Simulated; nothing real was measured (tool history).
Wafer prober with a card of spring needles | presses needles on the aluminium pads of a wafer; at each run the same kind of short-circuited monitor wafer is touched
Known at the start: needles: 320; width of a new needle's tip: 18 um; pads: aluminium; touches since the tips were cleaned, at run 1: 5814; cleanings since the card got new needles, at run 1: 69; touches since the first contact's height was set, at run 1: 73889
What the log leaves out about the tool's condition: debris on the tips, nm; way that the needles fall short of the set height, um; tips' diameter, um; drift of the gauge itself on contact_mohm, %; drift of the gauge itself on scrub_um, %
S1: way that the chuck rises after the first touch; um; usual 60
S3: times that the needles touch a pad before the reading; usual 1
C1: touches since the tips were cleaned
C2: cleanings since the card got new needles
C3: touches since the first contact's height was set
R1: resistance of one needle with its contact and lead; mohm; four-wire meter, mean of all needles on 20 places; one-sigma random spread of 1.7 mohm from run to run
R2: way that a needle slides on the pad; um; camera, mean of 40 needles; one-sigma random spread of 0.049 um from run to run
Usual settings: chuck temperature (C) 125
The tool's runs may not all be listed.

Run 1, hour 0: usual settings; C1 5814; C2 69; C3 73889. Result: R1 434 mohm, R2 15.84 um.
At hour 5.7: tips cleaned on abrasive film.
At hour 34: tips cleaned on abrasive film.
At hour 58.1: tips cleaned on abrasive film.
Run 2, hour 71.2: usual settings; C1 3507; C2 72; C3 92871. Result: R1 390 mohm, R2 15.73 um.
At hour 81.3: tips cleaned on abrasive film.
At hour 109.3: tips cleaned on abrasive film.
At hour 130.8: height of the first contact set anew.
At hour 135.8: tips cleaned on abrasive film.
Run 3, hour 144.2: usual settings but chuck temperature (C) 35; C1 2230; C2 75; C3 3542. Result: R1 348 mohm, R2 15.64 um.
At hour 160.9: tips cleaned on abrasive film.
At hour 183.6: tips cleaned on abrasive film.
Run 4, hour 201.1: usual settings but chuck temperature (C) 35; C1 4698; C2 77; C3 18741. Result: R1 475 mohm, R2 15.54 um.
At hour 211.3: tips cleaned on abrasive film.
At hour 238.2: tips cleaned on abrasive film.
At hour 266.5: tips cleaned on abrasive film.
Run 5, hour 281.7: usual settings; C1 4067; C2 80; C3 40233. Result: R1 433 mohm, R2 15.45 um.
At hour 292.2: tips cleaned on abrasive film.
At hour 317.8: tips cleaned on abrasive film.
Run 6, hour 335.8: usual settings; C1 4844; C2 82; C3 54670. Result: R1 438 mohm, R2 15.44 um.
At hour 341.6: tips cleaned on abrasive film.
At hour 369.4: tips cleaned on abrasive film.
At hour 392.1: tips cleaned on abrasive film.
At hour 408.8: height of the first contact set anew, once more.
At hour 415.2: tips cleaned on abrasive film.
Run 7, hour 415.2: usual settings; C1 0; C2 86; C3 1684. Result: R1 203 mohm, R2 15.97 um.
At hour 440.8: tips cleaned on abrasive film.
Run 8, hour 459.8: usual settings; C1 5080; C2 87; C3 13600. Result: R1 442 mohm, R2 15.93 um.
At hour 465.5: tips cleaned on abrasive film.
At hour 492.1: tips cleaned on abrasive film.
At hour 515.5: tips cleaned on abrasive film.
Run 9, hour 515.5: usual settings; C1 0; C2 90; C3 28431. Result: R1 192 mohm, R2 15.77 um.
At hour 543: tips cleaned on abrasive film.
At hour 570: tips cleaned on abrasive film.
Run 10, hour 580: usual settings; C1 2665; C2 92; C3 45647. Result: R1 376 mohm, R2 15.81 um.
At hour 596.2: tips cleaned on abrasive film.
At hour 624.3: tips cleaned on abrasive film.
Run 11, hour 645.6: usual settings; C1 5690; C2 94; C3 63147. Result: R1 443 mohm, R2 15.89 um.
At hour 650.6: tips cleaned on abrasive film.
At hour 678.4: tips cleaned on abrasive film.
At hour 704.9: tips cleaned on abrasive film.
Run 12, hour 706.8: usual settings; C1 511; C2 97; C3 79465. Result: R1 242 mohm, R2 15.66 um.
At hour 727.7: tips cleaned on abrasive film.
At hour 753.5: tips cleaned on abrasive film.
At hour 776.6: tips cleaned on abrasive film.
Run 13, hour 776.6: usual settings; C1 0; C2 100; C3 98076. Result: R1 207 mohm, R2 15.71 um.
At hour 801.9: tips cleaned on abrasive film.
At hour 817.5: height of the first contact set anew.
Run 14, hour 823.8: usual settings; C1 5772; C2 101; C3 1680. Result: R1 468 mohm, R2 16.02 um.
At hour 829.6: tips cleaned on abrasive film.
At hour 857.1: tips cleaned on abrasive film.
At hour 884.8: tips cleaned on abrasive film.
At hour 911.9: tips cleaned on abrasive film.
Run 15, hour 917.5: usual settings but S1 58 um, chuck temperature (C) 59, S3 2; C1 1507; C2 105; C3 26651. Result: R1 251 mohm, R2 15.36 um.
At hour 936.3: tips cleaned on abrasive film.
At hour 959: tips cleaned on abrasive film.
At hour 985.5: tips cleaned on abrasive film.
Run 16, hour 985.5: usual settings but S1 51 um; C1 0; C2 108; C3 44773. Result: R1 201 mohm, R2 13.47 um.
At hour 1013: tips cleaned on abrasive film.
At hour 1041.3: tips cleaned on abrasive film.
At hour 1066.7: tips cleaned on abrasive film.
Run 17, hour 1074.9: usual settings but S1 78 um, chuck temperature (C) 92; C1 2192; C2 111; C3 68636. Result: R1 264 mohm, R2 20.63 um.
At hour 1092: tips cleaned on abrasive film.
At hour 1118.5: tips cleaned on abrasive film.
At hour 1143.3: tips cleaned on abrasive film.
Run 18, hour 1148: usual settings but S1 42 um, chuck temperature (C) 97; C1 1272; C2 114; C3 88130. Result: R1 481 mohm, R2 10.88 um.
At hour 1169.8: tips cleaned on abrasive film.
Run 19, hour 1188.8: usual settings but S1 49 um, chuck temperature (C) 97, S3 2; C1 5093; C2 115; C3 99013. Result: R1 434 mohm, R2 12.74 um.
At hour 1194.6: tips cleaned on abrasive film.
At hour 1221.4: tips cleaned on abrasive film.
At hour 1226.8: height of the first contact set anew.
Run 20, hour 1237.6: usual settings; C1 4261; C2 117; C3 2889. Result: R1 423 mohm, R2 16.08 um.
At hour 1249: tips cleaned on abrasive film.
At hour 1276.2: tips cleaned on abrasive film.
At hour 1304.5: tips cleaned on abrasive film.
Run 21, hour 1322: usual settings but chuck temperature (C) 38, S3 2; C1 4679; C2 120; C3 25400. Result: R1 357 mohm, R2 15.83 um.
At hour 1331.4: tips cleaned on abrasive film.
At hour 1358.6: tips cleaned on abrasive film.
Run 22, hour 1365: usual settings but S1 55 um, chuck temperature (C) 104, S3 2; C1 1729; C2 122; C3 36866. Result: R1 285 mohm, R2 14.55 um.
At hour 1382.1: tips cleaned on abrasive film.
At hour 1410.4: tips cleaned on abrasive film.
Run 23, hour 1418.2: usual settings but S1 55 um, chuck temperature (C) 104, S3 2; C1 2089; C2 124; C3 51056. Result: R1 311 mohm, R2 14.59 um.
At hour 1434.4: tips cleaned on abrasive film.
At hour 1460: tips cleaned on abrasive film.
At hour 1483.6: tips cleaned on abrasive film.
Run 24, hour 1483.6: usual settings but S1 55 um, chuck temperature (C) 104, S3 2; C1 0; C2 127; C3 68475. Result: R1 196 mohm, R2 14.46 um.
At hour 1511.3: tips cleaned on abrasive film.
At hour 1539.6: tips cleaned on abrasive film.
Run 25, hour 1550.8: usual settings but S1 55 um, chuck temperature (C) 104, S3 2; C1 2995; C2 129; C3 86414. Result: R1 352 mohm, R2 14.39 um.
At hour 1566.1: tips cleaned on abrasive film.
At hour 1594.3: tips cleaned on abrasive film.
At hour 1617.5: tips cleaned on abrasive film.
Run 26, hour 1617.5: usual settings but S1 59 um, chuck temperature (C) 39, S3 2; C1 0; C2 132; C3 104197. Result: R1 170 mohm, R2 15.42 um.

Forecast each of these 4 alternatives for the next run:
At hour 1634.8: height of the first contact set anew.
At hour 1646.2: tips cleaned on abrasive film.
Run A, hour 1665.2: usual settings but S1 41 um; C1 5089; C2 133; C3 8114. Result: R1 ?, R2 ?.
At hour 1634.8: height of the first contact set anew.
At hour 1646.2: tips cleaned on abrasive film.
Run B, hour 1665.2: usual settings but S1 42 um; C1 5089; C2 133; C3 8114. Result: R1 ?, R2 ?.
At hour 1634.8: height of the first contact set anew.
At hour 1646.2: tips cleaned on abrasive film.
Run C, hour 1665.2: usual settings but chuck temperature (C) 42; C1 5089; C2 133; C3 8114. Result: R1 ?, R2 ?.
At hour 1634.8: height of the first contact set anew.
At hour 1646.2: tips cleaned on abrasive film.
Run D, hour 1665.2: usual settings but S1 63 um, chuck temperature (C) 84, S3 2; C1 5089; C2 133; C3 8114. Result: R1 ?, R2 ?.

run   R1     R2
  A  755   10.9
  B  728  11.17
  C  464  15.94
  D  316  16.71
Stripped of hidden state, with their random variation kept, the same runs would have yielded:
run   R1     R2
  A  183  10.92
  B  182  11.19
  C  149  15.96
  D  154  16.72
